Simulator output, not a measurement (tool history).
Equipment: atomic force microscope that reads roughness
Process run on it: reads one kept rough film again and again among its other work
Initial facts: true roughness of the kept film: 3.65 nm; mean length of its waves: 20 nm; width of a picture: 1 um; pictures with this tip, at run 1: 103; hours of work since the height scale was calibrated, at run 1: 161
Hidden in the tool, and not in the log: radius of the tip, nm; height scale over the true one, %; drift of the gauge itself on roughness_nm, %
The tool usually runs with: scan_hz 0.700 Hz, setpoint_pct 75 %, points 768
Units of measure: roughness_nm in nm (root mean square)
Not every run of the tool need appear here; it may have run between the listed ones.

run,day,scan_hz,setpoint_pct,points,pictures with this tip,hours of work since the height scale was calibrated,roughness_nm
1,0.000,0.700,75,768,103,161,2.133
# day 0.392: new tip fitted
2,0.838,0.700,75,768,14,170,2.610
3,1.812,0.700,75,768,47,180,2.416
4,2.733,0.700,75,768,77,190,2.257
# day 3.858: new tip fitted
5,3.917,0.700,75,768,2,202,2.775
6,5.079,0.700,75,347,40,215,2.483
7,5.804,0.700,67,768,64,223,2.420
8,6.996,0.700,70,768,104,235,2.224
# day 7.338: new tip fitted
9,8.142,0.547,75,768,27,247,2.593
10,8.867,0.700,75,696,51,255,2.435
11,9.496,0.700,75,696,72,262,2.317

Forecast run 12:
12,10.346,0.700,75,696,100,271,?

roughness_nm: 2.152 nm (root mean square)
Had the tool carried no hidden state, the very same run would have given roughness_nm 2.738 nm (root mean square).
